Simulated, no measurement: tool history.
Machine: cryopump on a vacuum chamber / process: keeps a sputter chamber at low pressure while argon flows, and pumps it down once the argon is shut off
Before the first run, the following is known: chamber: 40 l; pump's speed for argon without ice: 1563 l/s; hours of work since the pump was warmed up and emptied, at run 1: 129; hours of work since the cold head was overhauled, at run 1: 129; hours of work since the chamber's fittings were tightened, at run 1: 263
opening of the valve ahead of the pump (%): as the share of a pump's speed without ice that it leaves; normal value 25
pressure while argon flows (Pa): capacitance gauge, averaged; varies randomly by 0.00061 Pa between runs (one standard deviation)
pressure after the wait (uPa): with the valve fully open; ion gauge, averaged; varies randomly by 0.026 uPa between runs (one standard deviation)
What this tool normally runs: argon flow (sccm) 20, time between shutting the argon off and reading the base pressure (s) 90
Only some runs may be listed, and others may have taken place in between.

run   hour  argon flow (sccm)  time between shutting the argon off and reading the base pressure (s)  opening of the valve ahead of the pump (%)  hours of work since the pump was warmed up and emptied  hours of work since the cold head was overhauled  hours of work since the chamber's fittings were tightened  pressure while argon flows (Pa)  pressure after the wait (uPa)
  1      0                 20                                                                     90                                          25                                                     129                                               129                                                        263                           0.0882                           1.25
  2   29.8                 20                                                                     90                                          25                                                     151                                               151                                                        285                           0.0877                           1.31
  3   65.6                 20                                                                     90                                          25                                                     177                                               177                                                        311                           0.0875                           1.33
  4  102.6                 20                                                                     90                                          25                                                     204                                               204                                                        338                           0.0877                           1.28
  5  146.2                 20                                                                     90                                          25                                                     237                                               237                                                        371                           0.0884                            1.3
  6  168.6                 20                                                                     90                                          19                                                     253                                               253                                                        387                           0.1169                           1.37
  7  192.2                 20                                                                     90                                          19                                                     270                                               270                                                        404                           0.1144                           1.38
  8  229.1                 20                                                                     90                                          19                                                     298                                               298                                                        432                           0.1153                           1.38
  9  273.4                 20                                                                     90                                          19                                                     330                                               330                                                        464                           0.1161                           1.36
 10    315                 20                                                                     90                                          19                                                     361                                               361                                                        495                           0.1154                           1.44
 11  357.4                 20                                                                     90                                          19                                                     392                                               392                                                        526                           0.1159                           1.51
 12  388.9                 16                                                                     90                                          25                                                     415                                               415                                                        549                           0.0719                           1.47
 13  419.8                 16                                                                     90                                          25                                                     438                                               438                                                        572                           0.0708                           1.48
 14  438.2                 16                                                                     90                                          25                                                     452                                               452                                                        586                           0.0709                           1.54
 15  477.4                 20                                                                     90                                          25                                                     481                                               481                                                        615                           0.0895                           1.58
 16  503.9                 16                                                                    261                                          34                                                     500                                               500                                                        634                           0.0531                           1.01
 17  530.2                 14                                                                    129                                          41                                                     520                                               520                                                        654                           0.0391                           1.35
 18  562.6                 14                                                                    129                                          41                                                     543                                               543                                                        677                           0.0394                           1.38
 19  593.7                 14                                                                    208                                          45                                                     566                                               566                                                        700                           0.0362                           1.13
 20  628.7                 14                                                                    208                                          45                                                     592                                               592                                                        726                           0.0364                           1.16
 21  652.5                 14                                                                    208                                          45                                                     610                                               610                                                        744                           0.0373                           1.15
 22  679.3                 14                                                                    208                                          45                                                     629                                               629                                                        763                           0.0359                            1.2
 23  698.7                 20                                                                    119                                          25                                                     644                                               644                                                        778                           0.0903                           1.49
 24  733.5                 25                                                                     63                                          25                                                     669                                               669                                                        803                           0.1135                           2.06
 25  755.5                 16                                                                     80                                          25                                                     686                                               686                                                        820                           0.0728                           1.79
 26  781.6                 36                                                                     90                                          21                                                     705                                               705                                                        839                            0.193                           1.74
 27  804.1                 36                                                                     55                                          21                                                     721                                               721                                                        855                           0.1947                           2.31
 28  830.1                 17                                                                    105                                          47                                                     740                                               740                                                        874                            0.042                           1.66
 29  874.5                 17                                                                    105                                          47                                                     773                                               773                                                        907                           0.0432                           1.69

What if the next run were any one of these 3? Each begins from the tool's condition after run 29:
  A  901.9                 32                                                                     30                                          24                                                     793                                               793                                                        927                                ?                              ?
  B  901.9                 20                                                                    168                                          26                                                     793                                               793                                                        927                                ?                              ?
  C  901.9                 17                                                                    270                                          47                                                     793                                               793                                                        927                                ?                              ?

run  pressure while argon flows (Pa)  pressure after the wait (uPa)
  A                           0.1532                           3.57
  B                           0.0875                           1.48
  C                           0.0431                            1.3
Without the tool's unlogged condition, the same runs would have read:
run  pressure while argon flows (Pa)  pressure after the wait (uPa)
  A                            0.145                           2.78
  B                           0.0823                           0.68
  C                           0.0387                           0.49

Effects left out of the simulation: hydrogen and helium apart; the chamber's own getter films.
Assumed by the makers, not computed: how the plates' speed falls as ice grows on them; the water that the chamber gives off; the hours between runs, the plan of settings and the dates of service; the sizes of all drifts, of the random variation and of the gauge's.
